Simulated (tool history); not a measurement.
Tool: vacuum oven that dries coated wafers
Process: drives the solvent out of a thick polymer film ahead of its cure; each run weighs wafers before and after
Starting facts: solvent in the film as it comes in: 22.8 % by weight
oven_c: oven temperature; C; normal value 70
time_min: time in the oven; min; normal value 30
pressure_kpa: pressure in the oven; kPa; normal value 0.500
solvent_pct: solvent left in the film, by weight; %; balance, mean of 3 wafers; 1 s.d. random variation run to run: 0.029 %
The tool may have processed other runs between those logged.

Run 1, hour 0.0: usual settings. Result: solvent_pct 5.17 %.
Run 2, hour 59.9: usual settings but time_min 15 min. Result: solvent_pct 9.69 %.
Run 3, hour 132.7: usual settings but time_min 15 min. Result: solvent_pct 9.87 %.
Run 4, hour 182.3: usual settings but time_min 15 min. Result: solvent_pct 9.81 %.
Run 5, hour 260.3: usual settings but time_min 15 min. Result: solvent_pct 9.79 %.
At hour 267.0: vacuum gauge cleaned of residue and calibrated.
Run 6, hour 362.7: usual settings but time_min 15 min. Result: solvent_pct 9.81 %.
Run 7, hour 468.5: usual settings. Result: solvent_pct 5.39 %.
At hour 534.5: vacuum gauge cleaned of residue and calibrated, once more.
Run 8, hour 549.8: usual settings. Result: solvent_pct 5.32 %.
Run 9, hour 613.7: usual settings but oven_c 69 C. Result: solvent_pct 5.90 %.
Run 10, hour 697.5: usual settings but time_min 31 min. Result: solvent_pct 5.21 %.
At hour 737.6: oven's thermocouples calibrated.
Run 11, hour 777.9: usual settings but oven_c 78 C, time_min 20 min, pressure_kpa 0.384 kPa. Result: solvent_pct 3.43 %.
Run 12, hour 845.2: usual settings but oven_c 64 C, pressure_kpa 0.497 kPa. Result: solvent_pct 8.21 %.
Run 13, hour 951.8: usual settings but oven_c 64 C, pressure_kpa 0.497 kPa. Result: solvent_pct 8.38 %.
Run 14, hour 1032.2: usual settings but oven_c 71 C, pressure_kpa 0.479 kPa. Result: solvent_pct 4.43 %.
Run 15, hour 1113.7: usual settings but oven_c 80 C, time_min 51 min, pressure_kpa 0.425 kPa. Result: solvent_pct 0.22 %.
Run 16, hour 1215.1: usual settings but oven_c 63 C, time_min 51 min, pressure_kpa 0.425 kPa. Result: solvent_pct 5.43 %.

Pick out some run-to-run changes in solvent_pct. Of each, how much would a tool without hidden state show as well, from the settings, what came in and chance, and how much is left for the hidden state and any gauge scatter not in both results compared?
The tool's hidden condition here consists of: true wafer temperature over the reading, C; true pressure over the reading, kPa; drift of the gauge itself on solvent_pct, %.
Run 10 -> 11: oven_c 70 -> 78, time_min 31 -> 20, pressure_kpa 0.500 -> 0.384, oven's thermocouples calibrated. solvent_pct -1.78 %: hidden state -0.47, all else -1.31.
Run 15 -> 16: oven_c 80 -> 63. solvent_pct +5.21 %: hidden state +0.05, all else +5.16.
